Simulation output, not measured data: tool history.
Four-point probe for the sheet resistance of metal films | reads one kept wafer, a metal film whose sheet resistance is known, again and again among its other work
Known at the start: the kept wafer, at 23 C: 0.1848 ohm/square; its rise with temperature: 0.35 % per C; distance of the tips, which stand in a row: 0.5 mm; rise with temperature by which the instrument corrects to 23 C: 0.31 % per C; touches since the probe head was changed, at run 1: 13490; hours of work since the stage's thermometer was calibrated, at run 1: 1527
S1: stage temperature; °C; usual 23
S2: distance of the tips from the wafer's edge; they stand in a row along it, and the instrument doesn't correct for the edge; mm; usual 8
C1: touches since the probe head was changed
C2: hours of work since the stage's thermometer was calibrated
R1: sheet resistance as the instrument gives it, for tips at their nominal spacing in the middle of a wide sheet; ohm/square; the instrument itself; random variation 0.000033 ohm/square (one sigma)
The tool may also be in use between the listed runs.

run    hour  S1  S2     C1    C2        R1
  1       0  23   8  13490  1527   0.18465
  2    67.2  23   8  14725  1566  0.184669
  3    98.6  23   8  15302  1584  0.184639
  4   157.9  23   8  16390  1618  0.184651
  5   196.5  23   8  17101  1640  0.184663
  6   239.1  23   8  17884  1665  0.184674
  7   273.7  23   8  18518  1684  0.184599
  8   331.3  21   8  19578  1718  0.184421
  9     361  23   8  20123  1735  0.184572
 10   393.9  23   9  20727  1753  0.184586
 11   439.9  23   9  21573  1780  0.184555
 12   470.6  31   8  22138  1798  0.185244
 13   524.9  31  13  23134  1829  0.184921
 14   589.2  31  13  24318  1866  0.184898
 15   630.3  31  13  25073  1889   0.18492
      635.6  -- stage's thermometer calibrated
 16   676.1  31  13  25904    23  0.184663
 17   724.8  31  13  26799    51  0.184748
 18   755.3  29   8  27361    69  0.184803
 19   827.5  29   8  28687   110   0.18484
 20   888.2  29   8  29802   145  0.184848
 21   932.3  29   8  30613   170  0.184784
 22   977.1  29   8  31436   196  0.184761
 23  1028.2  19  20  32375   225  0.183713
     1054.1  -- stage's thermometer calibrated, once more
 24  1078.2  19  20  33284    14  0.184565
 25  1145.3  20   8  34518    52  0.184931
 26  1206.1  27   4  35635    87  0.186595
 27  1274.7  29  13  36896   127  0.185387
 28  1310.9  23   5  37560   147  0.185784
 29  1362.5  32  54  38509   177  0.185385
 30  1392.4  32  54  39058   194  0.185355
 31  1445.7  32  54  40037   225  0.185417
 32  1483.9  20  11  40739   247  0.184768
 33    1550  24  34  41954   285  0.184822
 34  1580.7  19  13  42519   302  0.184607
 35  1621.6  19  13  43269   326  0.184657
 36  1684.2  23  58  44420   362  0.184796
 37  1735.9  27   4  45371   392  0.186645
 38  1807.2  27   4  46680   432   0.18661
 39  1853.7  31  13  47535   459  0.185466
 40  1886.4  31  13  48136   478  0.185449
 41  1933.8  31  27  49007   505  0.185341
 42  1970.3  26  36  49678   526  0.184964
 43  2021.2  23  13  50613   555  0.184953
 44  2052.2  27  15  51182   573  0.185137

5 ways to go on from here, each from the tool as it stands after run 44. What would each give?
  A  2091  30  39  51896  595   ?
  B  2091  22   8  51896  595   ?
  C  2091  23  15  51896  595   ?
  D  2091  22  21  51896  595   ?
  E  2091  30   5  51896  595   ?

run        R1
  A  0.185298
  B  0.185101
  C  0.184905
  D  0.184724
  E  0.186278
Without the tool's hidden state the same runs would have given:
run        R1
  A  0.185325
  B  0.185131
  C  0.184935
  D  0.184754
  E  0.186305
